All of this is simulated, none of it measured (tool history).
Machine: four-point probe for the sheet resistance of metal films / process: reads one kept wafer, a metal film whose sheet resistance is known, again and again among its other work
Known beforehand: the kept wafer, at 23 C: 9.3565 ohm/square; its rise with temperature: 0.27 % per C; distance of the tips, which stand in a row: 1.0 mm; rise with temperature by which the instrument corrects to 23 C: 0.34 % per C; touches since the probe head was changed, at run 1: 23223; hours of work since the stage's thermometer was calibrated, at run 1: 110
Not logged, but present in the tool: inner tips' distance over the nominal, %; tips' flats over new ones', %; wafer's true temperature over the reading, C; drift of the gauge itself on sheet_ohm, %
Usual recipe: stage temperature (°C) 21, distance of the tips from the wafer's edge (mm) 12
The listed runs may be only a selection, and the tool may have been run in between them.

run,hour,stage temperature (°C),distance of the tips from the wafer's edge (mm),touches since the probe head was changed,hours of work since the stage's thermometer was calibrated,sheet resistance as the instrument gives it (ohm/square)
1,0.0,21,12,23223,110,9.433732
2,15.9,21,27,23593,116,9.402838
3,30.7,21,27,23938,122,9.408261
4,40.1,30,27,24156,126,9.351543
5,48.0,30,9,24339,129,9.403079
6,54.9,21,10,24501,132,9.450481
7,67.4,21,24,24790,137,9.408693
8,75.2,21,24,24972,140,9.409179
9,88.7,21,43,25287,146,9.403331
10,96.8,21,43,25474,149,9.401837
11,108.7,21,43,25753,154,9.402937
12,118.1,21,43,25970,157,9.403671
13,130.7,21,43,26264,162,9.405601
14,145.1,21,43,26599,168,9.399820
15,160.7,21,43,26963,175,9.401653
16,171.1,21,43,27203,179,9.404491
17,183.2,34,9,27487,184,9.380453
18,199.2,22,33,27858,190,9.401025
19,212.8,22,33,28176,196,9.400369
20,228.4,22,33,28538,202,9.403995
21,236.7,22,33,28730,205,9.400654
22,246.8,27,27,28965,209,9.371098
23,253.5,21,25,29122,212,9.412971
24,266.7,21,25,29430,217,9.410579
25,277.7,20,5,29685,222,9.606895
26,293.6,20,5,30054,228,9.609428
27,307.8,35,44,30385,234,9.324835
28,314.9,35,44,30551,237,9.317496
29,328.9,35,44,30876,243,9.322883

Some steps in sheet resistance as the instrument gives it (ohm/square), run to run, broken into two amounts with sign: the step expected even without the hidden condition (settings, incoming material, random variation), and the rest, left for the hidden condition together with whatever gauge scatter is not in both the measured and the hidden-condition-free result:
Run 24 -> 25: stage temperature (°C) 21 -> 20, distance of the tips from the wafer's edge (mm) 25 -> 5. sheet resistance as the instrument gives it (ohm/square) +0.196316: hidden state +0.000831, all else +0.195485.
Run 26 -> 27: stage temperature (°C) 20 -> 35, distance of the tips from the wafer's edge (mm) 5 -> 44. sheet resistance as the instrument gives it (ohm/square) -0.284593: hidden state -0.000749, all else -0.283844.
